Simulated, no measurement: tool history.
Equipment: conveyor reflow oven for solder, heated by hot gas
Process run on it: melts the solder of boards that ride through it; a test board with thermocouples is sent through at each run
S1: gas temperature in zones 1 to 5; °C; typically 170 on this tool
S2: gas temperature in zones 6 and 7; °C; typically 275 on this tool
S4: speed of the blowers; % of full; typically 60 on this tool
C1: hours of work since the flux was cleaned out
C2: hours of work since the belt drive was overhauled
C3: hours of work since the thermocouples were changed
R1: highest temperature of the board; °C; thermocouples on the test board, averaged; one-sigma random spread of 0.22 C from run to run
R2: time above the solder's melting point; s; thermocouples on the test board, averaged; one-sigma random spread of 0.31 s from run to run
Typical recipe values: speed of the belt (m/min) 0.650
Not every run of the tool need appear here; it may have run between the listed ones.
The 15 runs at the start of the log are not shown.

{"run": 16, "hour": 158.9, "S1": 170, "S2": 268, "speed of the belt (m/min)": 0.706, "S4": 72, "C1": 94, "C2": 256, "C3": 560, "R1": 251.9, "R2": 43.3}
{"run": 17, "hour": 171.9, "S1": 170, "S2": 268, "speed of the belt (m/min)": 0.706, "S4": 72, "C1": 101, "C2": 263, "C3": 567, "R1": 252.3, "R2": 43.2}
{"run": 18, "hour": 183.7, "S1": 172, "S2": 275, "speed of the belt (m/min)": 0.612, "S4": 60, "C1": 107, "C2": 269, "C3": 573, "R1": 259.6, "R2": 55.5}
{"run": 19, "hour": 197.1, "S1": 158, "S2": 279, "speed of the belt (m/min)": 0.741, "S4": 60, "C1": 114, "C2": 276, "C3": 581, "R1": 252.7, "R2": 37.5}
{"run": 20, "hour": 209.1, "S1": 160, "S2": 284, "speed of the belt (m/min)": 0.741, "S4": 60, "C1": 121, "C2": 282, "C3": 587, "R1": 257.2, "R2": 41.3}
{"run": 21, "hour": 221.7, "S1": 170, "S2": 275, "speed of the belt (m/min)": 0.768, "S4": 60, "C1": 127, "C2": 289, "C3": 594, "R1": 250.2, "R2": 37.3}
{"run": 22, "hour": 229.4, "S1": 170, "S2": 281, "speed of the belt (m/min)": 0.528, "S4": 81, "C1": 131, "C2": 293, "C3": 598, "R1": 274.2, "R2": 71.7}
{"run": 23, "hour": 235.2, "S1": 156, "S2": 281, "speed of the belt (m/min)": 0.757, "S4": 81, "C1": 134, "C2": 296, "C3": 601, "R1": 260.6, "R2": 41.8}
{"run": 24, "hour": 247.6, "S1": 156, "S2": 281, "speed of the belt (m/min)": 0.757, "S4": 81, "C1": 141, "C2": 303, "C3": 608, "R1": 260.7, "R2": 41.9}
{"run": 25, "hour": 259.5, "S1": 156, "S2": 281, "speed of the belt (m/min)": 0.757, "S4": 81, "C1": 148, "C2": 309, "C3": 614, "R1": 260.5, "R2": 41.7}
{"run": 26, "hour": 268.3, "S1": 156, "S2": 281, "speed of the belt (m/min)": 0.757, "S4": 81, "C1": 152, "C2": 314, "C3": 619, "R1": 260.6, "R2": 41.4}
{"run": 27, "hour": 276.0, "S1": 156, "S2": 272, "speed of the belt (m/min)": 0.572, "S4": 81, "C1": 156, "C2": 318, "C3": 623, "R1": 262.2, "R2": 57.6}
{"run": 28, "hour": 284.9, "S1": 156, "S2": 272, "speed of the belt (m/min)": 0.572, "S4": 81, "C1": 161, "C2": 323, "C3": 628, "R1": 262.0, "R2": 57.4}
{"run": 29, "hour": 294.7, "S1": 171, "S2": 272, "speed of the belt (m/min)": 0.572, "S4": 65, "C1": 166, "C2": 328, "C3": 633, "R1": 260.4, "R2": 59.8}
{"run": 30, "hour": 301.2, "S1": 171, "S2": 272, "speed of the belt (m/min)": 0.572, "S4": 65, "C1": 170, "C2": 332, "C3": 636, "R1": 260.4, "R2": 59.8}
{"run": 31, "hour": 307.9, "S1": 171, "S2": 272, "speed of the belt (m/min)": 0.572, "S4": 65, "C1": 173, "C2": 335, "C3": 640, "R1": 260.3, "R2": 60.0}

3 options for the next run, each taken on its own from the tool as it stands now. Forecast them:
{"run": "A", "hour": 316.3, "S1": 162, "S2": 272, "speed of the belt (m/min)": 0.63, "S4": 62, "C1": 178, "C2": 340, "C3": 644, "R1": "?", "R2": "?"}
{"run": "B", "hour": 316.3, "S1": 171, "S2": 277, "speed of the belt (m/min)": 0.618, "S4": 86, "C1": 178, "C2": 340, "C3": 644, "R1": "?", "R2": "?"}
{"run": "C", "hour": 316.3, "S1": 171, "S2": 272, "speed of the belt (m/min)": 0.665, "S4": 80, "C1": 178, "C2": 340, "C3": 644, "R1": "?", "R2": "?"}

run=A R1=254.8 R2=48.3
run=B R1=267.4 R2=58.8
run=C R1=259.6 R2=51.3
Without the tool's unlogged condition, the same runs would have read:
run=A R1=254.3 R2=48.0
run=B R1=266.8 R2=58.4
run=C R1=259.1 R2=51.1
